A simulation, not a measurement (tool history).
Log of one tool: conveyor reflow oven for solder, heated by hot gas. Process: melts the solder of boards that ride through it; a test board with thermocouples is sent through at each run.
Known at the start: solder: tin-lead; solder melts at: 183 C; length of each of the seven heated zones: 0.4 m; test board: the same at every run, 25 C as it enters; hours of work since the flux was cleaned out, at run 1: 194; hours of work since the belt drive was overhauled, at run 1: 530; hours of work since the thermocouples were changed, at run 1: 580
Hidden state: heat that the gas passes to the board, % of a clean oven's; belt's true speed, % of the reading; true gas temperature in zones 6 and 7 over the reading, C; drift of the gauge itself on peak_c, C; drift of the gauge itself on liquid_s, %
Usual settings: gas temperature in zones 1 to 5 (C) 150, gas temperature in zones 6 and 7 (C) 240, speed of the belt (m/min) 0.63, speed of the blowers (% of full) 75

| run | day | gas temperature in zones 1 to 5 (C) | gas temperature in zones 6 and 7 (C) | speed of the belt (m/min) | speed of the blowers (% of full) | hours of work since the flux was cleaned out | hours of work since the belt drive was overhauled | hours of work since the thermocouples were changed | highest temperature of the board (C) | time above the solder's melting point (s) |
|---|---|---|---|---|---|---|---|---|---|---|
| 1 | 0 | 150 | 240 | 0.63 | 75 | 194 | 530 | 580 | 225.3 | 67.8 |
| 2 | 0.679 | 150 | 234 | 0.63 | 75 | 202 | 538 | 588 | 220.5 | 64.7 |
| 3 | 1.617 | 150 | 234 | 0.63 | 75 | 213 | 549 | 599 | 220 | 64.9 |
| 4 | 2.304 | 150 | 234 | 0.63 | 75 | 221 | 557 | 607 | 220.4 | 64.7 |
| 5 | 2.9 | 150 | 234 | 0.63 | 75 | 228 | 564 | 614 | 220.3 | 64.7 |
|  | 3.308 | thermocouples of zones 6 and 7 changed |
| 6 | 3.55 | 150 | 234 | 0.63 | 75 | 235 | 570 | 3 | 220.9 | 64.9 |
| 7 | 4.608 | 150 | 234 | 0.63 | 75 | 247 | 583 | 15 | 220.5 | 65 |
| 8 | 5.625 | 150 | 234 | 0.63 | 75 | 259 | 595 | 27 | 220.6 | 64.9 |
| 9 | 6.408 | 165 | 234 | 0.675 | 75 | 269 | 604 | 37 | 221.7 | 67.7 |
| 10 | 7.612 | 156 | 240 | 0.729 | 75 | 283 | 619 | 51 | 222.5 | 58.7 |
| 11 | 8.717 | 146 | 240 | 0.646 | 75 | 296 | 632 | 64 | 224.2 | 63.8 |

Forecast each of these 3 alternatives for the next run:
| A | 9.471 | 144 | 240 | 0.757 | 53 | 305 | 640 | 73 | ? | ? |
| B | 9.471 | 150 | 240 | 0.571 | 75 | 305 | 640 | 73 | ? | ? |
| C | 9.471 | 150 | 229 | 0.63 | 75 | 305 | 640 | 73 | ? | ? |

| run | highest temperature of the board (C) | time above the solder's melting point (s) |
|---|---|---|
| A | 211.4 | 42.9 |
| B | 227.9 | 76.7 |
| C | 215.8 | 61.8 |
Without the tool's hidden state the same runs would have given:
| run | highest temperature of the board (C) | time above the solder's melting point (s) |
|---|---|---|
| A | 213.4 | 44.5 |
| B | 229.6 | 77.1 |
| C | 217.5 | 62.9 |
